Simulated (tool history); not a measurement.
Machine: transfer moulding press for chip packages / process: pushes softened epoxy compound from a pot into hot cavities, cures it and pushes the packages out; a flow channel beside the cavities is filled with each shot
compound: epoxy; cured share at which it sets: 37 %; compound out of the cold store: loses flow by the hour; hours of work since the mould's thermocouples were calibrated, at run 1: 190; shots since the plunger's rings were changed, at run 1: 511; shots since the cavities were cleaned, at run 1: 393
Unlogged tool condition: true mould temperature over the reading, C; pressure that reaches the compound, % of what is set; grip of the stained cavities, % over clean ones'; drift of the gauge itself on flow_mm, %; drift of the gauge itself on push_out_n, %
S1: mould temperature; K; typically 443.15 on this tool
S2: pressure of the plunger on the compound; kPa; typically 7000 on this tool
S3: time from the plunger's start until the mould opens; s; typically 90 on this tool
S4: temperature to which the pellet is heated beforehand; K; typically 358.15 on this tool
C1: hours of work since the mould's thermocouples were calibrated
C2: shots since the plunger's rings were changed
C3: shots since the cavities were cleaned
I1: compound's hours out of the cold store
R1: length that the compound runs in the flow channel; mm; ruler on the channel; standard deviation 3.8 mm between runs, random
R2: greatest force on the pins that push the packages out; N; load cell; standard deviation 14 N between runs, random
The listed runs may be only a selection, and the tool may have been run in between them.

run	hour	S1	S2	S3	S4	C1	C2	C3	I1	R1	R2
1	0.0	443.15	7000	90	358.15	190	511	393	30.0	536	805
# hour 8.4: cavities cleaned with cleaning compound and waxed
# hour 43.0: cavities cleaned with cleaning compound and waxed
2	71.1	443.15	7000	129	358.15	240	1582	442	12.5	551	503
# hour 78.9: cavities cleaned with cleaning compound and waxed
# hour 112.3: cavities cleaned with cleaning compound and waxed
# hour 150.2: cavities cleaned with cleaning compound and waxed
3	150.2	443.15	7000	129	358.15	295	2758	0	10.4	547	404
# hour 166.4: mould's thermocouples calibrated
# hour 186.1: cavities cleaned with cleaning compound and waxed
# hour 218.5: cavities cleaned with cleaning compound and waxed
4	238.9	443.15	7000	129	358.15	51	4074	321	13.4	530	462
# hour 252.6: cavities cleaned with cleaning compound and waxed
# hour 277.7: plunger's sealing rings changed
# hour 293.3: cavities cleaned with cleaning compound and waxed
5	313.6	443.15	7000	129	358.15	102	543	320	21.6	546	488
# hour 328.2: cavities cleaned with cleaning compound and waxed
# hour 367.0: cavities cleaned with cleaning compound and waxed
6	369.9	443.15	7000	129	358.15	141	1382	46	32.0	530	409
# hour 397.1: cavities cleaned with cleaning compound and waxed, once more
# hour 430.5: cavities cleaned with cleaning compound and waxed
7	441.9	443.15	7000	129	358.15	192	2467	179	24.8	531	447
# hour 468.8: cavities cleaned with cleaning compound and waxed
# hour 502.2: cavities cleaned with cleaning compound and waxed
8	529.1	443.15	7000	90	358.15	254	3793	423	29.2	517	813
# hour 537.2: cavities cleaned with cleaning compound and waxed
# hour 569.1: cavities cleaned with cleaning compound and waxed
# hour 589.6: plunger's sealing rings changed
# hour 601.0: mould's thermocouples calibrated
9	601.0	443.15	8310	90	358.15	0	148	432	43.3	563	762
# hour 608.2: cavities cleaned with cleaning compound and waxed
# hour 645.2: cavities cleaned with cleaning compound and waxed
# hour 678.4: cavities cleaned with cleaning compound and waxed
10	700.9	443.15	8310	90	355.15	70	1650	354	33.3	572	788
# hour 716.3: cavities cleaned with cleaning compound and waxed
# hour 753.1: cavities cleaned with cleaning compound and waxed
# hour 785.3: cavities cleaned with cleaning compound and waxed
11	791.8	443.15	8310	90	355.15	134	3010	102	17.3	581	708
# hour 819.5: cavities cleaned with cleaning compound and waxed
12	847.9	443.15	8310	90	355.15	174	3870	448	12.9	579	862
# hour 856.6: cavities cleaned with cleaning compound and waxed
# hour 888.7: cavities cleaned with cleaning compound and waxed
# hour 902.8: plunger's sealing rings changed
13	915.6	443.15	8310	90	355.15	220	201	383	26.3	592	831
# hour 924.7: cavities cleaned with cleaning compound and waxed
# hour 957.1: cavities cleaned with cleaning compound and waxed
# hour 991.9: cavities cleaned with cleaning compound and waxed
14	1010.9	437.15	8800	115	350.15	286	1631	300	13.1	633	753
# hour 1027.5: cavities cleaned with cleaning compound and waxed
# hour 1039.5: mould's thermocouples calibrated
# hour 1065.3: cavities cleaned with cleaning compound and waxed
# hour 1098.7: cavities cleaned with cleaning compound and waxed
15	1108.9	439.15	8800	115	350.15	49	3071	161	19.8	610	591
# hour 1132.2: cavities cleaned with cleaning compound and waxed
# hour 1164.6: cavities cleaned with cleaning compound and waxed
16	1192.8	449.15	5280	77	368.15	108	4345	444	16.8	436	758
# hour 1200.9: cavities cleaned with cleaning compound and waxed
# hour 1214.3: plunger's sealing rings changed
# hour 1239.6: cavities cleaned with cleaning compound and waxed
17	1248.8	449.15	5280	80	368.15	145	519	146	24.9	458	633
# hour 1276.6: cavities cleaned with cleaning compound and waxed
# hour 1311.9: cavities cleaned with cleaning compound and waxed
18	1311.9	449.15	5280	80	368.15	190	1465	0	20.1	462	577
# hour 1346.4: cavities cleaned with cleaning compound and waxed
# hour 1382.2: cavities cleaned with cleaning compound and waxed
19	1384.4	438.15	7000	90	352.15	241	2560	35	46.3	507	985
# hour 1415.0: cavities cleaned with cleaning compound and waxed
20	1431.2	438.15	7000	99	352.15	274	3272	255	44.5	501	862
# hour 1452.4: cavities cleaned with cleaning compound and waxed
# hour 1473.0: mould's thermocouples calibrated
# hour 1489.1: cavities cleaned with cleaning compound and waxed
21	1495.7	443.15	5570	90	358.15	16	4209	105	46.3	429	655
# hour 1526.4: plunger's sealing rings changed
# hour 1527.9: cavities cleaned with cleaning compound and waxed
22	1548.1	450.15	5480	96	358.15	51	319	319	46.2	445	494
# hour 1564.0: cavities cleaned with cleaning compound and waxed
# hour 1598.5: cavities cleaned with cleaning compound and waxed
23	1606.7	450.15	7590	96	352.15	92	1194	130	16.8	557	449

3 options for the next run, each taken on its own from the tool as it stands now. Forecast them:
# hour 1633.0: cavities cleaned with cleaning compound and waxed
# hour 1667.5: cavities cleaned with cleaning compound and waxed
A	1682.3	450.15	7590	108	352.15	145	2337	233	20.8	?	?
# hour 1633.0: cavities cleaned with cleaning compound and waxed
# hour 1667.5: cavities cleaned with cleaning compound and waxed
B	1682.3	441.15	7000	103	365.15	145	2337	233	24.8	?	?
# hour 1633.0: cavities cleaned with cleaning compound and waxed
# hour 1667.5: cavities cleaned with cleaning compound and waxed
C	1682.3	443.15	7000	90	351.15	145	2337	233	39.0	?	?

run	R1	R2
A	539	436
B	526	591
C	508	758
Had the tool no hidden state, the same runs would have come out as:
run	R1	R2
A	559	379
B	545	511
C	526	655
